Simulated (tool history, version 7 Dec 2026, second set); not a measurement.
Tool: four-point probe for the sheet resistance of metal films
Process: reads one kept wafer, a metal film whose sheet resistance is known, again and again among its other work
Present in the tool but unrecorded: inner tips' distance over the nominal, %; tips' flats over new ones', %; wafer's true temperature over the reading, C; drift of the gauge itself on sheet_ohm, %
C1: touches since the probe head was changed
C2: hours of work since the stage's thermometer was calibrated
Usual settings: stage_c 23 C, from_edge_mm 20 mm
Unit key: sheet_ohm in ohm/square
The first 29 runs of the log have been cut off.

run 30 hour=627.9 | stage_c=26 from_edge_mm=5 | C1=33185 C2=937 | sheet_ohm=0.490286
run 31 hour=658.9 | stage_c=26 from_edge_mm=5 | C1=33980 C2=955 | sheet_ohm=0.490448
run 32 hour=674.0 | stage_c=23 from_edge_mm=33 | C1=34369 C2=964 | sheet_ohm=0.488363
run 33 hour=701.5 | stage_c=24 from_edge_mm=25 | C1=35075 C2=980 | sheet_ohm=0.488151
run 34 hour=723.0 | stage_c=33 from_edge_mm=3 | C1=35627 C2=992 | sheet_ohm=0.493984
run 35 hour=737.5 | stage_c=23 from_edge_mm=30 | C1=36000 C2=1001 | sheet_ohm=0.488384
run 36 hour=752.4 | stage_c=34 from_edge_mm=30 | C1=36380 C2=1009 | sheet_ohm=0.486610
run 37 hour=772.3 | stage_c=34 from_edge_mm=6 | C1=36892 C2=1021 | sheet_ohm=0.488425
run 38 hour=788.2 | stage_c=19 from_edge_mm=8 | C1=37302 C2=1030 | sheet_ohm=0.489984
run 39 hour=801.3 | stage_c=19 from_edge_mm=8 | C1=37636 C2=1037 | sheet_ohm=0.490113
run 40 hour=830.0 | stage_c=30 from_edge_mm=36 | C1=38375 C2=1054 | sheet_ohm=0.487205
run 41 hour=847.3 | stage_c=27 from_edge_mm=44 | C1=38819 C2=1064 | sheet_ohm=0.487764
run 42 hour=873.6 | stage_c=27 from_edge_mm=44 | C1=39494 C2=1079 | sheet_ohm=0.487595
run 43 hour=898.4 | stage_c=27 from_edge_mm=44 | C1=40132 C2=1093 | sheet_ohm=0.487646
run 44 hour=928.8 | stage_c=20 from_edge_mm=8 | C1=40912 C2=1111 | sheet_ohm=0.489955
run 45 hour=946.5 | stage_c=20 from_edge_mm=8 | C1=41366 C2=1121 | sheet_ohm=0.490024

Alternative continuations, all from the tool just after run 45; predict every row:
run A hour=960.8 | stage_c=32 from_edge_mm=9 | C1=41732 C2=1129 | sheet_ohm=?
run B hour=960.8 | stage_c=26 from_edge_mm=20 | C1=41732 C2=1129 | sheet_ohm=?
run C hour=960.8 | stage_c=28 from_edge_mm=8 | C1=41732 C2=1129 | sheet_ohm=?

run=A sheet_ohm=0.487754
run=B sheet_ohm=0.488116
run=C sheet_ohm=0.488443
Stripped of hidden state, with their random variation kept, the same runs would have yielded:
run=A sheet_ohm=0.487807
run=B sheet_ohm=0.488170
run=C sheet_ohm=0.488496
